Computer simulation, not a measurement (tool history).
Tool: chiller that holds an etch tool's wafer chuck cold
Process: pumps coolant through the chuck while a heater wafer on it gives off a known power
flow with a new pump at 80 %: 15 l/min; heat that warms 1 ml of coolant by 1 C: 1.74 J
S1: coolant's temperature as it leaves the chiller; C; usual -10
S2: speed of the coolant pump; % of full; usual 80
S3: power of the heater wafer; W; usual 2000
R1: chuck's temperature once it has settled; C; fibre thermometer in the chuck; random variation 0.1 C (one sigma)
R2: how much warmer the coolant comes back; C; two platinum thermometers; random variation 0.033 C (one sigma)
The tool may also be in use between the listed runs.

run,day,S1,S2,S3,R1,R2
1,0,-10,80,2000,7.7,4.52
2,0.85,-10,80,2000,7.6,4.53
3,1.65,-10,80,2000,7.6,4.59
4,3.029,-10,80,2000,7.7,4.6
5,4.346,-16,80,2000,1.8,4.7
6,6.1,-10,65,2000,10.7,5.68
7,7.642,-10,80,2000,7.8,4.67
# day 8.004: coolant pump overhauled
8,9.017,-15,80,2000,3,4.63
9,10.825,-15,80,2000,2.7,4.71
10,12.158,-15,80,2000,2.8,4.71
# day 13.362: coolant pump overhauled, once more
11,14.029,-10,80,1905,6.8,4.38
12,15.483,-18,89,1905,-2.6,3.92
13,16.625,-14,82,2010,3.4,4.48
14,17.688,-18,93,2010,-2.3,4.01
15,18.438,-17,93,1272,-6.9,2.53
16,20.179,-3,83,1437,9.5,3.21

3 ways to go on from here, each from the tool as it stands after run 16. What would each give?
A,21.521,-10,67,1220,?,?
B,21.521,-3,83,2969,?,?
C,21.521,-7,77,2322,?,?

run,R1,R2
A,2.8,3.34
B,22.3,6.62
C,14.1,5.57
Without the tool's hidden state the same runs would have given:
run,R1,R2
A,1.5,3.32
B,20.3,6.59
C,12.3,5.54
